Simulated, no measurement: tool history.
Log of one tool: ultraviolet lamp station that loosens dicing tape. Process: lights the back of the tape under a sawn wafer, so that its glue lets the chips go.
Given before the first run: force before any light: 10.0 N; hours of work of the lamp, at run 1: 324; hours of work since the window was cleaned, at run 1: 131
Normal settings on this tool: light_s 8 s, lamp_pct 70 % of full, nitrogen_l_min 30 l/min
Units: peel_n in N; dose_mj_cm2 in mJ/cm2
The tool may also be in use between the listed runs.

| run | hour | light_s | lamp_pct | nitrogen_l_min | hours of work of the lamp | hours of work since the window was cleaned | peel_n | dose_mj_cm2 |
|---|---|---|---|---|---|---|---|---|
| 1 | 0.0 | 8 | 70 | 30 | 324 | 131 | 2.034 | 222 |
| 2 | 77.1 | 8 | 70 | 27 | 366 | 173 | 2.249 | 219 |
| 3 | 117.1 | 8 | 70 | 27 | 388 | 194 | 2.274 | 218 |
| 4 | 200.8 | 8 | 70 | 27 | 433 | 239 | 2.501 | 206 |
| 5 | 271.0 | 8 | 70 | 27 | 471 | 277 | 2.541 | 201 |
| 6 | 349.9 | 8 | 70 | 27 | 513 | 320 | 2.617 | 194 |
| 7 | 436.7 | 8 | 70 | 27 | 560 | 366 | 2.717 | 191 |
| 8 | 488.9 | 8 | 70 | 27 | 588 | 395 | 2.797 | 183 |
| 9 | 575.3 | 8 | 70 | 27 | 635 | 441 | 2.868 | 179 |
| 10 | 623.4 | 8 | 70 | 27 | 661 | 467 | 3.088 | 175 |
| 11 | 664.3 | 8 | 70 | 30 | 683 | 489 | 2.907 | 172 |
| 12 | 713.6 | 8 | 70 | 30 | 709 | 516 | 3.090 | 166 |
| 13 | 777.9 | 8 | 70 | 30 | 744 | 551 | 3.114 | 162 |
| 14 | 821.5 | 8 | 70 | 30 | 768 | 574 | 3.157 | 156 |
| 15 | 859.5 | 8 | 70 | 30 | 788 | 595 | 3.204 | 156 |
| 16 | 898.9 | 8 | 69 | 30 | 809 | 616 | 3.192 | 153 |
| 17 | 936.8 | 6 | 70 | 30 | 830 | 636 | 4.470 | 113 |
| 18 | 992.1 | 6 | 70 | 30 | 860 | 666 | 4.511 | 112 |
|  | 1042.6 | window cleaned of glue's vapour |
| 19 | 1056.7 | 6 | 70 | 49 | 894 | 8 | 3.900 | 106 |
|  | 1143.8 | lamp changed |
| 20 | 1143.8 | 10 | 70 | 30 | 0 | 54 | 1.303 | 296 |
| 21 | 1221.8 | 10 | 70 | 30 | 42 | 96 | 1.340 | 293 |
| 22 | 1294.8 | 10 | 70 | 30 | 81 | 136 | 1.381 | 283 |
| 23 | 1350.9 | 5 | 70 | 16 | 112 | 166 | 4.574 | 139 |
|  | 1363.4 | window cleaned of glue's vapour, once more |
| 24 | 1424.5 | 5 | 70 | 16 | 151 | 33 | 3.903 | 160 |
| 25 | 1472.8 | 5 | 70 | 16 | 177 | 59 | 4.218 | 156 |
| 26 | 1518.1 | 5 | 70 | 16 | 202 | 83 | 4.122 | 156 |
| 27 | 1578.7 | 7 | 70 | 39 | 234 | 116 | 1.943 | 213 |
| 28 | 1663.7 | 8 | 70 | 11 | 280 | 162 | 3.215 | 234 |
| 29 | 1700.9 | 8 | 79 | 15 | 300 | 182 | 2.442 | 258 |
| 30 | 1762.1 | 13 | 61 | 21 | 333 | 215 | 1.518 | 315 |
| 31 | 1808.2 | 13 | 92 | 11 | 358 | 240 | 1.178 | 472 |
| 32 | 1848.5 | 5 | 92 | 28 | 380 | 262 | 2.833 | 177 |
| 33 | 1930.2 | 6 | 96 | 30 | 424 | 306 | 2.139 | 215 |
| 34 | 2015.5 | 8 | 86 | 14 | 470 | 352 | 2.663 | 250 |
| 35 | 2088.4 | 7 | 86 | 45 | 509 | 391 | 1.795 | 214 |
| 36 | 2159.5 | 5 | 76 | 45 | 548 | 429 | 3.382 | 133 |
| 37 | 2221.3 | 5 | 85 | 55 | 581 | 463 | 2.934 | 141 |
| 38 | 2290.6 | 15 | 64 | 55 | 618 | 500 | 0.823 | 311 |
| 39 | 2352.2 | 15 | 67 | 55 | 652 | 533 | 0.745 | 318 |
| 40 | 2396.4 | 4 | 91 | 46 | 675 | 557 | 3.923 | 111 |
| 41 | 2468.0 | 8 | 96 | 46 | 714 | 596 | 1.569 | 232 |

Branching from run 41: 5 alternative next runs. What would each branch give?
| A | 2534.7 | 8 | 82 | 57 | 750 | 632 | ? | ? |
| B | 2534.7 | 9 | 60 | 17 | 750 | 632 | ? | ? |
| C | 2534.7 | 13 | 93 | 46 | 750 | 632 | ? | ? |
| D | 2534.7 | 5 | 92 | 25 | 750 | 632 | ? | ? |
| E | 2534.7 | 5 | 75 | 46 | 750 | 632 | ? | ? |

| run | peel_n | dose_mj_cm2 |
|---|---|---|
| A | 1.905 | 192 |
| B | 4.058 | 155 |
| C | 0.673 | 353 |
| D | 4.029 | 136 |
| E | 4.061 | 110 |
Without the tool's hidden state the same runs would have given:
| run | peel_n | dose_mj_cm2 |
|---|---|---|
| A | 0.727 | 326 |
| B | 2.213 | 266 |
| C | 0.291 | 600 |
| D | 2.199 | 230 |
| E | 2.205 | 187 |
